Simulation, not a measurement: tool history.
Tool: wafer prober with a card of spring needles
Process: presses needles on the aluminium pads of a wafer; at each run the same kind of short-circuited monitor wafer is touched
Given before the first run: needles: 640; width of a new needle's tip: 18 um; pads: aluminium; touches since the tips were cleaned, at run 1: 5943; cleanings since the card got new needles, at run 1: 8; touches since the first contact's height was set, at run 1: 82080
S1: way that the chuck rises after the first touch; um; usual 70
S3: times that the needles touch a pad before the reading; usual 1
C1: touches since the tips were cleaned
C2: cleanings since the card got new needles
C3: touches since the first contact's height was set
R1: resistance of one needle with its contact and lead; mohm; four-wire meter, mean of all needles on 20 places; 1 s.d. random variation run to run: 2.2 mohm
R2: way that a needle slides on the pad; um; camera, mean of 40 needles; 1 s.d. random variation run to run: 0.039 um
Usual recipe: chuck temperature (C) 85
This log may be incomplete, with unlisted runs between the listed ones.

run 1 hour=0 | S1=70 chuck_temperature_(C)=85 S3=1 | C1=5943 C2=8 C3=82080 | R1=298 R2=11.52
-- hour=10.5 tips cleaned on abrasive film
run 2 hour=19.3 | S1=70 chuck_temperature_(C)=85 S3=1 | C1=1756 C2=9 C3=85914 | R1=324 R2=11.39
run 3 hour=41.1 | S1=70 chuck_temperature_(C)=85 S3=1 | C1=6101 C2=9 C3=90259 | R1=319 R2=11.42
-- hour=52.7 tips cleaned on abrasive film
run 4 hour=53.6 | S1=70 chuck_temperature_(C)=85 S3=2 | C1=189 C2=10 C3=92750 | R1=253 R2=11.35
run 5 hour=76 | S1=60 chuck_temperature_(C)=85 S3=2 | C1=4665 C2=10 C3=97226 | R1=292 R2=9.82
-- hour=94 tips cleaned on abrasive film
run 6 hour=99.5 | S1=60 chuck_temperature_(C)=85 S3=2 | C1=1095 C2=11 C3=101888 | R1=271 R2=9.82
-- hour=113.6 tips cleaned on abrasive film, once more
run 7 hour=119.8 | S1=60 chuck_temperature_(C)=85 S3=2 | C1=1226 C2=12 C3=105914 | R1=266 R2=9.79
run 8 hour=145.9 | S1=70 chuck_temperature_(C)=85 S3=1 | C1=6452 C2=12 C3=111140 | R1=300 R2=11.35
-- hour=154.4 tips cleaned on abrasive film
run 9 hour=160.4 | S1=70 chuck_temperature_(C)=85 S3=1 | C1=1208 C2=13 C3=114019 | R1=271 R2=11.4
run 10 hour=175.9 | S1=70 chuck_temperature_(C)=85 S3=1 | C1=4295 C2=13 C3=117106 | R1=292 R2=11.39
-- hour=195.2 tips cleaned on abrasive film
run 11 hour=197.1 | S1=70 chuck_temperature_(C)=55 S3=1 | C1=383 C2=14 C3=121324 | R1=252 R2=11.33
run 12 hour=223.1 | S1=65 chuck_temperature_(C)=85 S3=1 | C1=5580 C2=14 C3=126521 | R1=302 R2=10.57
run 13 hour=234.7 | S1=70 chuck_temperature_(C)=27 S3=1 | C1=7878 C2=14 C3=128819 | R1=297 R2=11.41
-- hour=236 tips cleaned on abrasive film
run 14 hour=249.8 | S1=70 chuck_temperature_(C)=38 S3=1 | C1=2770 C2=15 C3=131832 | R1=275 R2=11.34
run 15 hour=268.7 | S1=70 chuck_temperature_(C)=38 S3=1 | C1=6533 C2=15 C3=135595 | R1=295 R2=11.25
-- hour=277.5 tips cleaned on abrasive film
run 16 hour=286.4 | S1=70 chuck_temperature_(C)=77 S3=1 | C1=1764 C2=16 C3=139104 | R1=273 R2=11.33
run 17 hour=312.6 | S1=70 chuck_temperature_(C)=85 S3=1 | C1=7003 C2=16 C3=144343 | R1=304 R2=11.35
-- hour=318.4 tips cleaned on abrasive film
run 18 hour=328.2 | S1=50 chuck_temperature_(C)=85 S3=2 | C1=1976 C2=17 C3=147450 | R1=288 R2=8.03
run 19 hour=354 | S1=70 chuck_temperature_(C)=43 S3=1 | C1=7124 C2=17 C3=152598 | R1=296 R2=11.36
-- hour=359.3 tips cleaned on abrasive film
run 20 hour=373.5 | S1=70 chuck_temperature_(C)=43 S3=1 | C1=2832 C2=18 C3=156459 | R1=274 R2=11.35
run 21 hour=394.1 | S1=79 chuck_temperature_(C)=72 S3=3 | C1=6945 C2=18 C3=160572 | R1=262 R2=12.82
-- hour=400.8 tips cleaned on abrasive film
run 22 hour=411.2 | S1=70 chuck_temperature_(C)=92 S3=1 | C1=2076 C2=19 C3=163979 | R1=274 R2=11.3
run 23 hour=431.1 | S1=70 chuck_temperature_(C)=92 S3=1 | C1=6054 C2=19 C3=167957 | R1=306 R2=11.29
-- hour=441.8 tips cleaned on abrasive film
run 24 hour=449.8 | S1=70 chuck_temperature_(C)=83 S3=3 | C1=1603 C2=20 C3=171671 | R1=258 R2=11.28
run 25 hour=476.4 | S1=81 chuck_temperature_(C)=80 S3=2 | C1=6911 C2=20 C3=176979 | R1=275 R2=13.09
-- hour=482.4 tips cleaned on abrasive film
run 26 hour=499.9 | S1=81 chuck_temperature_(C)=80 S3=2 | C1=3497 C2=21 C3=181642 | R1=265 R2=13.14
run 27 hour=518.3 | S1=81 chuck_temperature_(C)=28 S3=2 | C1=7182 C2=21 C3=185327 | R1=261 R2=13.06
-- hour=523.9 tips cleaned on abrasive film
run 28 hour=541.1 | S1=69 chuck_temperature_(C)=92 S3=2 | C1=3435 C2=22 C3=189847 | R1=279 R2=11.09
run 29 hour=551.9 | S1=70 chuck_temperature_(C)=85 S3=2 | C1=5597 C2=22 C3=192009 | R1=280 R2=11.23
-- hour=564.4 tips cleaned on abrasive film
run 30 hour=575 | S1=56 chuck_temperature_(C)=110 S3=2 | C1=2112 C2=23 C3=196600 | R1=289 R2=8.87
run 31 hour=594.6 | S1=55 chuck_temperature_(C)=58 S3=2 | C1=6025 C2=23 C3=200513 | R1=301 R2=8.81
-- hour=604.8 tips cleaned on abrasive film
run 32 hour=613 | S1=55 chuck_temperature_(C)=58 S3=2 | C1=1638 C2=24 C3=204181 | R1=272 R2=8.74
-- hour=630.2 height of the first contact set anew
run 33 hour=635.9 | S1=55 chuck_temperature_(C)=58 S3=2 | C1=6149 C2=24 C3=1140 | R1=297 R2=9.1
-- hour=647 tips cleaned on abrasive film
run 34 hour=662.2 | S1=55 chuck_temperature_(C)=58 S3=2 | C1=3040 C2=25 C3=6372 | R1=278 R2=9.06

Here are 4 independent what-if runs from the current tool condition. What would each one return?
run A hour=686.3 | S1=63 chuck_temperature_(C)=90 S3=3 | C1=7842 C2=25 C3=11174 | R1=? R2=?
run B hour=686.3 | S1=59 chuck_temperature_(C)=58 S3=2 | C1=7842 C2=25 C3=11174 | R1=? R2=?
run C hour=686.3 | S1=88 chuck_temperature_(C)=85 S3=1 | C1=7842 C2=25 C3=11174 | R1=? R2=?
run D hour=686.3 | S1=71 chuck_temperature_(C)=85 S3=1 | C1=7842 C2=25 C3=11174 | R1=? R2=?

run=A R1=277 R2=10.44
run=B R1=296 R2=9.69
run=C R1=282 R2=14.6
run=D R1=303 R2=11.69
The same runs, with their run-to-run variation unchanged, on a tool lacking any hidden condition would have given:
run=A R1=252 R2=10.45
run=B R1=247 R2=9.7
run=C R1=244 R2=14.62
run=D R1=248 R2=11.7
